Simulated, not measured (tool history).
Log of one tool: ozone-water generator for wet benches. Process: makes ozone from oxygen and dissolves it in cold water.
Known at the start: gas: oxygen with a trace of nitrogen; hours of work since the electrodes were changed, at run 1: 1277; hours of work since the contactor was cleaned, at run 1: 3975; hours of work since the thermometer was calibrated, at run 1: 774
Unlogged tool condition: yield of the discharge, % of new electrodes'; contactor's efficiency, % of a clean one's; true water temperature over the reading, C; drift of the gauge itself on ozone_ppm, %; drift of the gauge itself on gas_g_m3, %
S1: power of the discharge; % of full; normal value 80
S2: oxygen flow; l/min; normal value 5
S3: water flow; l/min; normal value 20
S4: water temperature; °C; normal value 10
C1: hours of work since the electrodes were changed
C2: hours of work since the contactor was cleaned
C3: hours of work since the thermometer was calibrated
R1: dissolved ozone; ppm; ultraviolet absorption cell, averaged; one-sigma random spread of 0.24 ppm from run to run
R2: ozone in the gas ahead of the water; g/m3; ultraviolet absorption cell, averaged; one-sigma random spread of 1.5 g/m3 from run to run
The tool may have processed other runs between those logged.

| run | hour | S1 | S2 | S3 | S4 | C1 | C2 | C3 | R1 | R2 |
|---|---|---|---|---|---|---|---|---|---|---|
| 1 | 0 | 80 | 5 | 20 | 10 | 1277 | 3975 | 774 | 33 | 274.8 |
| 2 | 85.9 | 80 | 5 | 20 | 10 | 1347 | 4044 | 843 | 32.7 | 273.4 |
| 3 | 183.3 | 80 | 5 | 20 | 10 | 1426 | 4123 | 922 | 32.5 | 273.8 |
| 4 | 295.9 | 80 | 5 | 20 | 10 | 1517 | 4215 | 1013 | 32.5 | 271.2 |
| 5 | 349.2 | 80 | 5 | 20 | 7 | 1560 | 4258 | 1057 | 33.6 | 270.9 |
| 6 | 435.9 | 93 | 3.77 | 22 | 6 | 1631 | 4328 | 1127 | 31.2 | 333.1 |
| 7 | 527.3 | 93 | 3.77 | 22 | 6 | 1705 | 4402 | 1201 | 31.2 | 336.8 |
|  | 591.7 | contactor cleaned |
| 8 | 605.7 | 86 | 6.12 | 16 | 10 | 1765 | 11 | 1261 | 45.6 | 263.5 |
| 9 | 731.6 | 86 | 6.12 | 16 | 10 | 1867 | 113 | 1363 | 45.9 | 266 |

Estimate the outcome of run 10 from the log above:
| 10 | 814.1 | 49 | 6.07 | 20 | 8 | 1934 | 180 | 1430 | ? | ? |

R1: 25.3 ppm
R2: 170.3 g/m3
Minus the tool's unlogged condition, the same run would have read R1 26.3 ppm, R2 176.2 g/m3.

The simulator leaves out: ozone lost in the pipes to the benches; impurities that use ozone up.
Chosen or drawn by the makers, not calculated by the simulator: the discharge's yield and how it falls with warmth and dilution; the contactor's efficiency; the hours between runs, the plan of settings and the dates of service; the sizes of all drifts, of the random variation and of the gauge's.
